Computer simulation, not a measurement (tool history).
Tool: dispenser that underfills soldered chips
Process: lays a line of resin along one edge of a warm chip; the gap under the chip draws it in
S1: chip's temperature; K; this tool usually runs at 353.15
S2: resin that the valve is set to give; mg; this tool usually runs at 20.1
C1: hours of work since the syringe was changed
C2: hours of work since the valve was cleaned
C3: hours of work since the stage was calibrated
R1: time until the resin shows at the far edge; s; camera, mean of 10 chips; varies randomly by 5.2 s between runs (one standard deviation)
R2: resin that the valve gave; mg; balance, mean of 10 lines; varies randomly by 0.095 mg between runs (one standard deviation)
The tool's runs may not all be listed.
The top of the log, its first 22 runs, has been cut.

run   hour      S1    S2  C1  C2   C3     R1     R2
     278.5  -- dispensing valve cleaned and set on the balance
 23  283.0  349.15  20.1   7   3  507  765.9  20.08
     288.6  -- new syringe of resin
 24  300.7  361.15  21.8   8  15  519  517.0  21.50
     304.9  -- new syringe of resin
 25  314.2  356.15  19.7   6  24  528  576.7  19.38
     321.1  -- new syringe of resin
 26  325.5  354.15  17.8   3  32  536  548.1  17.24
     337.3  -- new syringe of resin
 27  342.5  354.15  17.8   4  44  547  562.7  17.18
     353.1  -- new syringe of resin
 28  356.8  354.15  18.3   3  53  557  549.6  17.65
 29  367.8  354.15  18.3  10  61  565  736.2  17.52
     369.0  -- new syringe of resin
 30  375.6  354.15  21.6   5  66  570  554.1  20.59
     384.8  -- new syringe of resin
 31  387.7  364.15  24.9   2  75  578  349.6  23.77
     394.3  -- dispensing valve cleaned and set on the balance
     402.4  -- new syringe of resin
 32  406.5  353.15  18.3   3   8  590  555.2  18.29
     418.0  -- new syringe of resin
 33  423.7  365.15  21.4   4  20  602  369.6  21.27

Consider 4 possible next runs. They are alternatives, not a sequence: every one starts from the tool as it was left by run 33. What does each give?
     434.0  -- new syringe of resin
  A  435.1  348.15  22.8   1  28  610   ?   ?
     434.0  -- new syringe of resin
  B  435.1  365.15  19.8   1  28  610   ?   ?
     434.0  -- new syringe of resin
  C  435.1  351.15  18.4   1  28  610   ?   ?
     434.0  -- new syringe of resin
  D  435.1  345.15  18.0   1  28  610   ?   ?

run     R1     R2
  A  582.1  22.33
  B  337.3  19.47
  C  532.8  17.95
  D  668.7  17.59
Without the tool's unlogged condition, the same runs would have read:
run     R1     R2
  A  605.0  22.74
  B  347.5  19.83
  C  551.4  18.29
  D  693.6  17.92

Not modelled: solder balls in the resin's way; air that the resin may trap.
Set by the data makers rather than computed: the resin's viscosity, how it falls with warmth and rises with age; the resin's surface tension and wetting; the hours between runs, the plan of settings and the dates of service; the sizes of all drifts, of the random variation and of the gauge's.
